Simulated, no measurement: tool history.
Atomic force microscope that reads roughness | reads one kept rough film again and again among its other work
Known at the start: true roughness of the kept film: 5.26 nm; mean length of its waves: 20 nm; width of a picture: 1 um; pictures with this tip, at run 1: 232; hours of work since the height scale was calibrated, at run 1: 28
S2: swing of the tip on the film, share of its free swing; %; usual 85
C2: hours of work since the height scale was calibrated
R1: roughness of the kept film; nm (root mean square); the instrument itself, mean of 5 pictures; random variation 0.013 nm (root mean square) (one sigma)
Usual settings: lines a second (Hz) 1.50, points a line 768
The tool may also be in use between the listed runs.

run 1 hour=0.0 | lines_a_second_(Hz)=1.50 S2=85 points_a_line=768 | pictures_with_this_tip=232 C2=28 | R1=2.063
run 2 hour=7.2 | lines_a_second_(Hz)=1.50 S2=85 points_a_line=768 | pictures_with_this_tip=237 C2=31 | R1=2.038
run 3 hour=15.9 | lines_a_second_(Hz)=1.50 S2=85 points_a_line=768 | pictures_with_this_tip=243 C2=34 | R1=2.046
run 4 hour=28.0 | lines_a_second_(Hz)=0.58 S2=85 points_a_line=768 | pictures_with_this_tip=251 C2=40 | R1=2.231
run 5 hour=34.8 | lines_a_second_(Hz)=1.50 S2=87 points_a_line=768 | pictures_with_this_tip=256 C2=42 | R1=1.978
run 6 hour=45.8 | lines_a_second_(Hz)=1.50 S2=87 points_a_line=768 | pictures_with_this_tip=264 C2=47 | R1=1.940
run 7 hour=51.1 | lines_a_second_(Hz)=1.50 S2=87 points_a_line=768 | pictures_with_this_tip=267 C2=49 | R1=1.936
run 8 hour=63.3 | lines_a_second_(Hz)=1.50 S2=87 points_a_line=768 | pictures_with_this_tip=276 C2=55 | R1=1.900
run 9 hour=73.3 | lines_a_second_(Hz)=1.50 S2=87 points_a_line=768 | pictures_with_this_tip=283 C2=59 | R1=1.870
run 10 hour=79.3 | lines_a_second_(Hz)=1.50 S2=87 points_a_line=768 | pictures_with_this_tip=287 C2=62 | R1=1.855
run 11 hour=86.5 | lines_a_second_(Hz)=1.50 S2=87 points_a_line=339 | pictures_with_this_tip=292 C2=65 | R1=1.830
run 12 hour=94.5 | lines_a_second_(Hz)=1.50 S2=87 points_a_line=339 | pictures_with_this_tip=298 C2=68 | R1=1.807
run 13 hour=107.0 | lines_a_second_(Hz)=1.50 S2=70 points_a_line=339 | pictures_with_this_tip=306 C2=73 | R1=2.010
run 14 hour=112.9 | lines_a_second_(Hz)=1.50 S2=70 points_a_line=339 | pictures_with_this_tip=310 C2=76 | R1=2.003
run 15 hour=125.1 | lines_a_second_(Hz)=1.50 S2=70 points_a_line=339 | pictures_with_this_tip=319 C2=81 | R1=1.991
run 16 hour=133.2 | lines_a_second_(Hz)=1.50 S2=70 points_a_line=339 | pictures_with_this_tip=325 C2=85 | R1=1.959
run 17 hour=141.2 | lines_a_second_(Hz)=1.50 S2=70 points_a_line=339 | pictures_with_this_tip=330 C2=88 | R1=1.940
run 18 hour=147.9 | lines_a_second_(Hz)=1.50 S2=85 points_a_line=768 | pictures_with_this_tip=335 C2=91 | R1=1.782
-- hour=152.3 new tip fitted
run 19 hour=154.5 | lines_a_second_(Hz)=1.50 S2=56 points_a_line=768 | pictures_with_this_tip=1 C2=93 | R1=3.615
run 20 hour=161.1 | lines_a_second_(Hz)=1.50 S2=56 points_a_line=768 | pictures_with_this_tip=6 C2=96 | R1=3.604
run 21 hour=168.9 | lines_a_second_(Hz)=1.50 S2=84 points_a_line=768 | pictures_with_this_tip=11 C2=100 | R1=3.090
run 22 hour=178.7 | lines_a_second_(Hz)=1.50 S2=59 points_a_line=768 | pictures_with_this_tip=18 C2=104 | R1=3.466
run 23 hour=191.1 | lines_a_second_(Hz)=1.50 S2=88 points_a_line=768 | pictures_with_this_tip=27 C2=109 | R1=2.910
run 24 hour=196.6 | lines_a_second_(Hz)=0.94 S2=60 points_a_line=644 | pictures_with_this_tip=31 C2=111 | R1=3.417
run 25 hour=204.5 | lines_a_second_(Hz)=0.59 S2=60 points_a_line=644 | pictures_with_this_tip=36 C2=115 | R1=3.413
run 26 hour=215.4 | lines_a_second_(Hz)=0.59 S2=60 points_a_line=644 | pictures_with_this_tip=44 C2=119 | R1=3.378
run 27 hour=227.3 | lines_a_second_(Hz)=0.59 S2=86 points_a_line=383 | pictures_with_this_tip=52 C2=125 | R1=3.061
run 28 hour=234.6 | lines_a_second_(Hz)=0.70 S2=64 points_a_line=450 | pictures_with_this_tip=57 C2=128 | R1=3.204
run 29 hour=240.2 | lines_a_second_(Hz)=0.70 S2=64 points_a_line=450 | pictures_with_this_tip=61 C2=130 | R1=3.206
run 30 hour=252.5 | lines_a_second_(Hz)=0.70 S2=55 points_a_line=589 | pictures_with_this_tip=70 C2=135 | R1=3.196
run 31 hour=262.2 | lines_a_second_(Hz)=2.09 S2=89 points_a_line=568 | pictures_with_this_tip=76 C2=139 | R1=2.386
run 32 hour=272.9 | lines_a_second_(Hz)=1.50 S2=73 points_a_line=1003 | pictures_with_this_tip=84 C2=144 | R1=2.852
run 33 hour=285.2 | lines_a_second_(Hz)=1.50 S2=85 points_a_line=679 | pictures_with_this_tip=92 C2=149 | R1=2.591
run 34 hour=290.8 | lines_a_second_(Hz)=1.50 S2=85 points_a_line=679 | pictures_with_this_tip=96 C2=152 | R1=2.552
run 35 hour=298.2 | lines_a_second_(Hz)=0.84 S2=70 points_a_line=503 | pictures_with_this_tip=102 C2=155 | R1=2.882
run 36 hour=304.7 | lines_a_second_(Hz)=0.84 S2=80 points_a_line=503 | pictures_with_this_tip=106 C2=158 | R1=2.776
run 37 hour=311.8 | lines_a_second_(Hz)=0.84 S2=80 points_a_line=503 | pictures_with_this_tip=111 C2=161 | R1=2.757
run 38 hour=323.5 | lines_a_second_(Hz)=0.84 S2=80 points_a_line=503 | pictures_with_this_tip=119 C2=166 | R1=2.701
run 39 hour=333.9 | lines_a_second_(Hz)=1.50 S2=57 points_a_line=768 | pictures_with_this_tip=127 C2=170 | R1=2.789
run 40 hour=345.6 | lines_a_second_(Hz)=1.74 S2=57 points_a_line=1011 | pictures_with_this_tip=135 C2=175 | R1=2.751
run 41 hour=350.9 | lines_a_second_(Hz)=2.56 S2=83 points_a_line=495 | pictures_with_this_tip=138 C2=177 | R1=2.152
run 42 hour=358.6 | lines_a_second_(Hz)=0.82 S2=83 points_a_line=633 | pictures_with_this_tip=144 C2=181 | R1=2.551

Forecast run 43:
run 43 hour=369.3 | lines_a_second_(Hz)=0.82 S2=83 points_a_line=633 | pictures_with_this_tip=151 C2=185 | R1=?

Run 43 gave R1 2.522 nm (root mean square).
Without the tool's hidden state the same run would have given R1 3.457 nm (root mean square).
